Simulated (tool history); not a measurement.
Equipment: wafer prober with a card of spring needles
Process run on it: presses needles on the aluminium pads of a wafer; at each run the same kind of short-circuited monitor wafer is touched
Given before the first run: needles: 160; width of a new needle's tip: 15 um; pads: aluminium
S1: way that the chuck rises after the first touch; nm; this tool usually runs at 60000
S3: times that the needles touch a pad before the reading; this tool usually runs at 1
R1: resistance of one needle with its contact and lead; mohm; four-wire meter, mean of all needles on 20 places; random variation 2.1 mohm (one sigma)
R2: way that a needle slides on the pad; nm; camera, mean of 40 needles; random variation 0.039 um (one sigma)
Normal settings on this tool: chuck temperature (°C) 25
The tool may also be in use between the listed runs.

run 1 hour=0.0 | S1=60000 chuck_temperature_(°C)=25 S3=1 | R1=252 R2=12510
-- hour=7.3 tips cleaned on abrasive film
-- hour=14.5 tips cleaned on abrasive film
-- hour=21.8 tips cleaned on abrasive film
run 2 hour=26.8 | S1=60000 chuck_temperature_(°C)=25 S3=1 | R1=267 R2=12580
-- hour=30.5 tips cleaned on abrasive film
-- hour=37.8 tips cleaned on abrasive film
-- hour=45.0 tips cleaned on abrasive film
run 3 hour=48.9 | S1=60000 chuck_temperature_(°C)=25 S3=2 | R1=250 R2=12440
-- hour=52.6 tips cleaned on abrasive film
-- hour=61.6 tips cleaned on abrasive film
run 4 hour=67.9 | S1=60000 chuck_temperature_(°C)=25 S3=2 | R1=260 R2=12420
-- hour=69.8 tips cleaned on abrasive film
-- hour=77.1 tips cleaned on abrasive film
-- hour=86.1 tips cleaned on abrasive film
-- hour=93.4 tips cleaned on abrasive film
-- hour=100.6 tips cleaned on abrasive film
run 5 hour=106.0 | S1=60000 chuck_temperature_(°C)=25 S3=1 | R1=276 R2=12410
-- hour=109.6 tips cleaned on abrasive film
-- hour=117.1 height of the first contact set anew
-- hour=119.0 tips cleaned on abrasive film
run 6 hour=124.6 | S1=60000 chuck_temperature_(°C)=25 S3=1 | R1=272 R2=12900
-- hour=126.5 tips cleaned on abrasive film
-- hour=135.6 tips cleaned on abrasive film
-- hour=142.8 tips cleaned on abrasive film
run 7 hour=147.0 | S1=60000 chuck_temperature_(°C)=25 S3=1 | R1=269 R2=12950
-- hour=150.7 tips cleaned on abrasive film
-- hour=158.0 tips cleaned on abrasive film
-- hour=165.2 tips cleaned on abrasive film
-- hour=174.3 tips cleaned on abrasive film
run 8 hour=175.3 | S1=60000 chuck_temperature_(°C)=25 S3=1 | R1=246 R2=12840
-- hour=182.5 tips cleaned on abrasive film
-- hour=189.8 tips cleaned on abrasive film
-- hour=197.1 tips cleaned on abrasive film
run 9 hour=199.9 | S1=60000 chuck_temperature_(°C)=25 S3=1 | R1=253 R2=12820
-- hour=205.3 tips cleaned on abrasive film
-- hour=212.6 tips cleaned on abrasive film
-- hour=219.9 tips cleaned on abrasive film
-- hour=227.1 tips cleaned on abrasive film
run 10 hour=233.4 | S1=60000 chuck_temperature_(°C)=93 S3=1 | R1=288 R2=12760
-- hour=235.3 tips cleaned on abrasive film
-- hour=244.4 tips cleaned on abrasive film
-- hour=251.7 tips cleaned on abrasive film
run 11 hour=256.7 | S1=60000 chuck_temperature_(°C)=93 S3=1 | R1=290 R2=12680
-- hour=260.4 tips cleaned on abrasive film
-- hour=269.5 tips cleaned on abrasive film
-- hour=276.7 tips cleaned on abrasive film
run 12 hour=282.8 | S1=53000 chuck_temperature_(°C)=96 S3=2 | R1=279 R2=11220
-- hour=284.7 tips cleaned on abrasive film
-- hour=293.7 tips cleaned on abrasive film
-- hour=301.0 tips cleaned on abrasive film
-- hour=309.4 tips cleaned on abrasive film
run 13 hour=309.4 | S1=53000 chuck_temperature_(°C)=96 S3=2 | R1=254 R2=11150
-- hour=318.5 tips cleaned on abrasive film
-- hour=327.5 tips cleaned on abrasive film
-- hour=336.6 tips cleaned on abrasive film
-- hour=345.7 tips cleaned on abrasive film
run 14 hour=346.5 | S1=49000 chuck_temperature_(°C)=31 S3=2 | R1=249 R2=10190
-- hour=353.7 tips cleaned on abrasive film
-- hour=361.0 tips cleaned on abrasive film
-- hour=368.3 tips cleaned on abrasive film
-- hour=375.5 tips cleaned on abrasive film
-- hour=384.6 tips cleaned on abrasive film
run 15 hour=385.7 | S1=49000 chuck_temperature_(°C)=31 S3=2 | R1=249 R2=10110
-- hour=393.0 tips cleaned on abrasive film
-- hour=402.0 tips cleaned on abrasive film
-- hour=411.1 tips cleaned on abrasive film
-- hour=420.2 tips cleaned on abrasive film
run 16 hour=422.5 | S1=46000 chuck_temperature_(°C)=25 S3=2 | R1=263 R2=9430
-- hour=428.0 tips cleaned on abrasive film
-- hour=435.3 tips cleaned on abrasive film
-- hour=442.5 tips cleaned on abrasive film
-- hour=451.6 tips cleaned on abrasive film
-- hour=458.9 tips cleaned on abrasive film
run 17 hour=465.6 | S1=45000 chuck_temperature_(°C)=53 S3=2 | R1=297 R2=9110
-- hour=467.5 tips cleaned on abrasive film
-- hour=474.7 tips cleaned on abrasive film
-- hour=482.0 tips cleaned on abrasive film
-- hour=491.1 tips cleaned on abrasive film
-- hour=498.5 height of the first contact set anew
-- hour=500.4 tips cleaned on abrasive film
run 18 hour=505.6 | S1=49000 chuck_temperature_(°C)=25 S3=2 | R1=271 R2=10570
-- hour=509.3 tips cleaned on abrasive film
-- hour=516.6 tips cleaned on abrasive film
-- hour=523.8 tips cleaned on abrasive film
run 19 hour=526.6 | S1=49000 chuck_temperature_(°C)=25 S3=2 | R1=262 R2=10600
-- hour=532.1 tips cleaned on abrasive film
-- hour=541.2 tips cleaned on abrasive film
-- hour=550.2 tips cleaned on abrasive film
-- hour=558.8 tips cleaned on abrasive film
run 20 hour=558.8 | S1=60000 chuck_temperature_(°C)=73 S3=1 | R1=247 R2=12810
-- hour=566.0 tips cleaned on abrasive film
-- hour=573.3 tips cleaned on abrasive film
run 21 hour=580.0 | S1=60000 chuck_temperature_(°C)=73 S3=1 | R1=291 R2=12880
-- hour=581.9 tips cleaned on abrasive film
-- hour=589.2 tips cleaned on abrasive film
-- hour=596.5 tips cleaned on abrasive film
-- hour=605.5 tips cleaned on abrasive film
-- hour=614.6 tips cleaned on abrasive film
-- hour=621.9 tips cleaned on abrasive film
run 22 hour=625.2 | S1=41000 chuck_temperature_(°C)=73 S3=1 | R1=310 R2=8630

Some steps in R1, run to run, broken into two amounts with sign: the step expected even without the hidden condition (settings, incoming material, random variation), and the rest, left for the hidden condition together with whatever gauge scatter is not in both the measured and the hidden-condition-free result:
The hidden state here: debris on the tips, nm; way that the needles fall short of the set height, um; tips' diameter, um; drift of the gauge itself on contact_mohm, %; drift of the gauge itself on scrub_um, %.
Run 9 -> 10: chuck temperature (°C) 25 -> 93, tips cleaned on abrasive film, tips cleaned on abrasive film, tips cleaned on abrasive film, tips cleaned on abrasive film. R1 +35 mohm: hidden state +16, all else +19.
Run 16 -> 17: S1 46000 -> 45000, chuck temperature (°C) 25 -> 53, tips cleaned on abrasive film, tips cleaned on abrasive film, tips cleaned on abrasive film, tips cleaned on abrasive film, tips cleaned on abrasive film. R1 +34 mohm: hidden state +29, all else +5.
Run 20 -> 21: tips cleaned on abrasive film, tips cleaned on abrasive film. R1 +44 mohm: hidden state +45, all else -1.
